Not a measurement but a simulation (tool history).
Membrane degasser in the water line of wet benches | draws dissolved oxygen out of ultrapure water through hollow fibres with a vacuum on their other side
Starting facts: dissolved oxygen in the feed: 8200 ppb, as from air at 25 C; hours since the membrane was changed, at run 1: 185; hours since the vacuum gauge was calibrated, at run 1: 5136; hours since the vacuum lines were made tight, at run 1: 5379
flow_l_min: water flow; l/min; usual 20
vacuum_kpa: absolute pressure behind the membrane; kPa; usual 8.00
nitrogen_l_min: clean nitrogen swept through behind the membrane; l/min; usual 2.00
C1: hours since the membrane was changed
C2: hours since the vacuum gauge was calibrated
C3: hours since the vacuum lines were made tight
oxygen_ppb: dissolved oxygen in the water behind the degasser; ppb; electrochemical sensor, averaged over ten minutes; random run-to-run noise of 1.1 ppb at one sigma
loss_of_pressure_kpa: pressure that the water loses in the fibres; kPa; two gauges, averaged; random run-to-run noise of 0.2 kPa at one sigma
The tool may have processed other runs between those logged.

Run 1, hour 0.0: usual settings; C1 185; C2 5136; C3 5379. Result: oxygen_ppb 119.9 ppb, loss_of_pressure_kpa 46.29 kPa.
Run 2, hour 39.0: usual settings; C1 224; C2 5175; C3 5418. Result: oxygen_ppb 116.6 ppb, loss_of_pressure_kpa 46.41 kPa.
Run 3, hour 63.9: usual settings; C1 249; C2 5199; C3 5443. Result: oxygen_ppb 117.0 ppb, loss_of_pressure_kpa 46.08 kPa.
Run 4, hour 120.3: usual settings; C1 306; C2 5256; C3 5499. Result: oxygen_ppb 119.5 ppb, loss_of_pressure_kpa 46.80 kPa.
Run 5, hour 150.2: usual settings; C1 336; C2 5286; C3 5529. Result: oxygen_ppb 116.9 ppb, loss_of_pressure_kpa 46.77 kPa.
Run 6, hour 182.8: usual settings; C1 368; C2 5318; C3 5562. Result: oxygen_ppb 117.7 ppb, loss_of_pressure_kpa 46.39 kPa.
Run 7, hour 221.5: usual settings but flow_l_min 23 l/min; C1 407; C2 5357; C3 5600. Result: oxygen_ppb 138.0 ppb, loss_of_pressure_kpa 53.17 kPa.
Run 8, hour 270.5: usual settings but flow_l_min 23 l/min; C1 456; C2 5406; C3 5649. Result: oxygen_ppb 136.7 ppb, loss_of_pressure_kpa 53.41 kPa.
Run 9, hour 312.0: usual settings but flow_l_min 17 l/min; C1 497; C2 5448; C3 5691. Result: oxygen_ppb 100.0 ppb, loss_of_pressure_kpa 39.77 kPa.
Run 10, hour 347.4: usual settings; C1 533; C2 5483; C3 5726. Result: oxygen_ppb 117.7 ppb, loss_of_pressure_kpa 46.07 kPa.
Run 11, hour 396.6: usual settings; C1 582; C2 5532; C3 5776. Result: oxygen_ppb 116.8 ppb, loss_of_pressure_kpa 46.22 kPa.
Run 12, hour 441.7: usual settings; C1 627; C2 5577; C3 5821. Result: oxygen_ppb 117.0 ppb, loss_of_pressure_kpa 46.31 kPa.
Run 13, hour 487.5: usual settings; C1 673; C2 5623; C3 5866. Result: oxygen_ppb 117.6 ppb, loss_of_pressure_kpa 46.55 kPa.
Run 14, hour 515.4: usual settings; C1 701; C2 5651; C3 5894. Result: oxygen_ppb 116.8 ppb, loss_of_pressure_kpa 46.36 kPa.
Run 15, hour 556.4: usual settings; C1 742; C2 5692; C3 5935. Result: oxygen_ppb 116.4 ppb, loss_of_pressure_kpa 46.10 kPa.
Run 16, hour 605.8: usual settings; C1 791; C2 5741; C3 5985. Result: oxygen_ppb 118.1 ppb, loss_of_pressure_kpa 46.46 kPa.
Run 17, hour 631.7: usual settings; C1 817; C2 5767; C3 6011. Result: oxygen_ppb 116.8 ppb, loss_of_pressure_kpa 46.62 kPa.
Run 18, hour 665.1: usual settings; C1 851; C2 5801; C3 6044. Result: oxygen_ppb 118.2 ppb, loss_of_pressure_kpa 46.40 kPa.
Run 19, hour 719.1: usual settings; C1 905; C2 5855; C3 6098. Result: oxygen_ppb 115.6 ppb, loss_of_pressure_kpa 46.09 kPa.
Run 20, hour 745.1: usual settings but flow_l_min 17 l/min, vacuum_kpa 14.69 kPa; C1 931; C2 5881; C3 6124. Result: oxygen_ppb 230.8 ppb, loss_of_pressure_kpa 39.14 kPa.
Run 21, hour 778.1: usual settings but flow_l_min 17 l/min, vacuum_kpa 14.69 kPa; C1 964; C2 5914; C3 6157. Result: oxygen_ppb 229.2 ppb, loss_of_pressure_kpa 39.48 kPa.
Run 22, hour 828.2: usual settings but flow_l_min 25 l/min, vacuum_kpa 9.55 kPa, nitrogen_l_min 0.84 l/min; C1 1014; C2 5964; C3 6207. Result: oxygen_ppb 392.0 ppb, loss_of_pressure_kpa 58.14 kPa.
Run 23, hour 881.1: usual settings but flow_l_min 25 l/min, vacuum_kpa 9.55 kPa, nitrogen_l_min 0.84 l/min; C1 1067; C2 6017; C3 6260. Result: oxygen_ppb 397.7 ppb, loss_of_pressure_kpa 58.40 kPa.
Run 24, hour 940.8: usual settings but flow_l_min 25 l/min, vacuum_kpa 9.55 kPa, nitrogen_l_min 0.84 l/min; C1 1126; C2 6076; C3 6320. Result: oxygen_ppb 396.0 ppb, loss_of_pressure_kpa 57.84 kPa.
Run 25, hour 979.2: usual settings but flow_l_min 25 l/min, vacuum_kpa 9.55 kPa, nitrogen_l_min 0.84 l/min; C1 1165; C2 6115; C3 6358. Result: oxygen_ppb 402.2 ppb, loss_of_pressure_kpa 58.03 kPa.

For run 26, what comes out?
Run 26, hour 1008.1: usual settings but flow_l_min 31 l/min; C1 1194; C2 6144; C3 6387. Result: oxygen_ppb ?, loss_of_pressure_kpa ?.

{"run 26": {"oxygen_ppb": 198.1, "loss_of_pressure_kpa": 72.4}}
If the tool had no hidden condition, the same run with the same run-to-run variation would have returned oxygen_ppb 198.0 ppb, loss_of_pressure_kpa 72.39 kPa.
